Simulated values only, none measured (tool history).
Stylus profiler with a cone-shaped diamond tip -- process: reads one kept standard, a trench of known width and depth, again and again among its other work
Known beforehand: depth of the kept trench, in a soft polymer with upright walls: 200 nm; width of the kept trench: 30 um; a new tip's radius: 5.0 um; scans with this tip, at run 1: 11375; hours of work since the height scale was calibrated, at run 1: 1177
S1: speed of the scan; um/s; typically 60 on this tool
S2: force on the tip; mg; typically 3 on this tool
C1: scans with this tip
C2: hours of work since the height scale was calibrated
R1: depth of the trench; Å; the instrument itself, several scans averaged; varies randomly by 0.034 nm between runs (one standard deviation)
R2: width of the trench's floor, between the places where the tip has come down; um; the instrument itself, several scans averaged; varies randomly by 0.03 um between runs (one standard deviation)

Run 1, hour 0: usual settings; C1 11375; C2 1177. Result: R1 2017.9 Å, R2 25.85 um.
Run 2, hour 73.4: usual settings; C1 11890; C2 1230. Result: R1 2017.6 Å, R2 25.9 um.
Run 3, hour 125.6: usual settings but S1 99 um/s; C1 12256; C2 1268. Result: R1 2017.5 Å, R2 25.62 um.
Run 4, hour 203.7: usual settings but S1 99 um/s, S2 2.13 mg; C1 12804; C2 1325. Result: R1 2012.2 Å, R2 25.46 um.
Run 5, hour 255.1: usual settings but S1 99 um/s, S2 2.13 mg; C1 13165; C2 1362. Result: R1 2012.2 Å, R2 25.44 um.
Run 6, hour 325.7: usual settings but S1 99 um/s, S2 2.13 mg; C1 13660; C2 1414. Result: R1 2012.1 Å, R2 25.4 um.
At hour 331.5: height scale calibrated on a step standard.
Run 7, hour 384.3: usual settings but S1 99 um/s, S2 2.13 mg; C1 14068; C2 38. Result: R1 2008.1 Å, R2 25.34 um.
Run 8, hour 428.2: usual settings but S1 57 um/s, S2 1.54 mg; C1 14376; C2 70. Result: R1 2005.3 Å, R2 25.55 um.
Run 9, hour 483.1: usual settings but S1 141 um/s; C1 14762; C2 110. Result: R1 2012.5 Å, R2 25.19 um.
At hour 524.1: new tip fitted, height scale calibrated.
Run 10, hour 528.9: usual settings but S1 121 um/s, S2 8.07 mg; C1 34; C2 4. Result: R1 2045 Å, R2 26.81 um.
At hour 612.4: height scale calibrated on a step standard, once more.
Run 11, hour 612.4: usual settings but S1 17 um/s, S2 4.69 mg; C1 616; C2 0. Result: R1 2029.9 Å, R2 27.08 um.
Run 12, hour 665.3: usual settings but S1 119 um/s, S2 6.49 mg; C1 988; C2 38. Result: R1 2037.4 Å, R2 26.71 um.
Run 13, hour 745.7: usual settings but S1 158 um/s, S2 4.03 mg; C1 1552; C2 97. Result: R1 2027 Å, R2 26.26 um.
Run 14, hour 790.6: usual settings but S1 102 um/s, S2 1.4 mg; C1 1867; C2 129. Result: R1 2012.7 Å, R2 26.2 um.

3 options for the next run, each taken on its own from the tool as it stands now. Forecast them:
Run A, hour 825.8: usual settings but S1 95 um/s, S2 5.19 mg; C1 2114; C2 155. Result: R1 ?, R2 ?.
Run B, hour 825.8: usual settings but S1 65 um/s, S2 2.19 mg; C1 2114; C2 155. Result: R1 ?, R2 ?.
Run C, hour 825.8: usual settings but S1 208 um/s, S2 1.01 mg; C1 2114; C2 155. Result: R1 ?, R2 ?.

run      R1     R2
  A  2031.4  26.62
  B  2016.8  26.58
  C  2010.8  24.99
With no hidden state in the tool, these same runs would have given:
run      R1     R2
  A  2032.1  26.81
  B  2017.5  26.77
  C  2011.6  25.18
